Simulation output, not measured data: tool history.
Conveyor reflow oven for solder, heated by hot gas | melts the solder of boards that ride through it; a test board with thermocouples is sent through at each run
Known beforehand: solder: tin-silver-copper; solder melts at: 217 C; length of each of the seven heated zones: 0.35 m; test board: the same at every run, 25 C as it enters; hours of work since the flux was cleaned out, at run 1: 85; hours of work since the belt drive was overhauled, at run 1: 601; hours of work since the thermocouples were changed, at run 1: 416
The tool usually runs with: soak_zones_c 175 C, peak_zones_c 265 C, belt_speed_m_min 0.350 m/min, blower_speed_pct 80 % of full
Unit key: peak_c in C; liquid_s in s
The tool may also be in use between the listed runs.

| run | hour | soak_zones_c | peak_zones_c | belt_speed_m_min | blower_speed_pct | hours of work since the flux was cleaned out | hours of work since the belt drive was overhauled | hours of work since the thermocouples were changed | peak_c | liquid_s |
|---|---|---|---|---|---|---|---|---|---|---|
| 1 | 0.0 | 175 | 265 | 0.350 | 80 | 85 | 601 | 416 | 256.9 | 99.1 |
| 2 | 8.2 | 175 | 265 | 0.350 | 80 | 89 | 605 | 421 | 257.1 | 98.9 |
| 3 | 19.2 | 175 | 265 | 0.350 | 80 | 96 | 612 | 427 | 256.9 | 99.1 |
| 4 | 29.0 | 175 | 265 | 0.350 | 76 | 101 | 617 | 433 | 256.7 | 98.7 |
| 5 | 41.0 | 175 | 265 | 0.350 | 76 | 108 | 624 | 439 | 256.8 | 98.6 |
| 6 | 51.8 | 175 | 265 | 0.350 | 76 | 114 | 630 | 445 | 256.4 | 98.5 |
| 7 | 63.7 | 176 | 264 | 0.339 | 66 | 121 | 637 | 452 | 255.7 | 101.3 |
| 8 | 82.5 | 176 | 264 | 0.339 | 66 | 131 | 647 | 463 | 255.4 | 101.0 |
| 9 | 101.2 | 179 | 265 | 0.350 | 80 | 142 | 658 | 473 | 257.3 | 101.5 |
| 10 | 112.9 | 187 | 279 | 0.350 | 80 | 149 | 665 | 480 | 271.3 | 115.6 |
| 11 | 121.3 | 187 | 279 | 0.350 | 80 | 153 | 669 | 485 | 271.3 | 116.0 |
| 12 | 130.7 | 185 | 260 | 0.325 | 52 | 159 | 675 | 490 | 252.3 | 107.9 |

Below are 4 alternative next runs, each starting from the tool's condition after run 12. Predict each:
| A | 139.4 | 177 | 260 | 0.383 | 89 | 164 | 679 | 495 | ? | ? |
| B | 139.4 | 160 | 273 | 0.325 | 75 | 164 | 679 | 495 | ? | ? |
| C | 139.4 | 167 | 260 | 0.325 | 68 | 164 | 679 | 495 | ? | ? |
| D | 139.4 | 175 | 265 | 0.409 | 80 | 164 | 679 | 495 | ? | ? |

| run | peak_c | liquid_s |
|---|---|---|
| A | 251.0 | 85.2 |
| B | 264.3 | 105.9 |
| C | 251.8 | 97.3 |
| D | 252.7 | 79.4 |
What these runs would have given with no unlogged condition in the tool:
| run | peak_c | liquid_s |
|---|---|---|
| A | 250.8 | 84.9 |
| B | 264.1 | 105.2 |
| C | 251.4 | 96.7 |
| D | 252.8 | 79.2 |
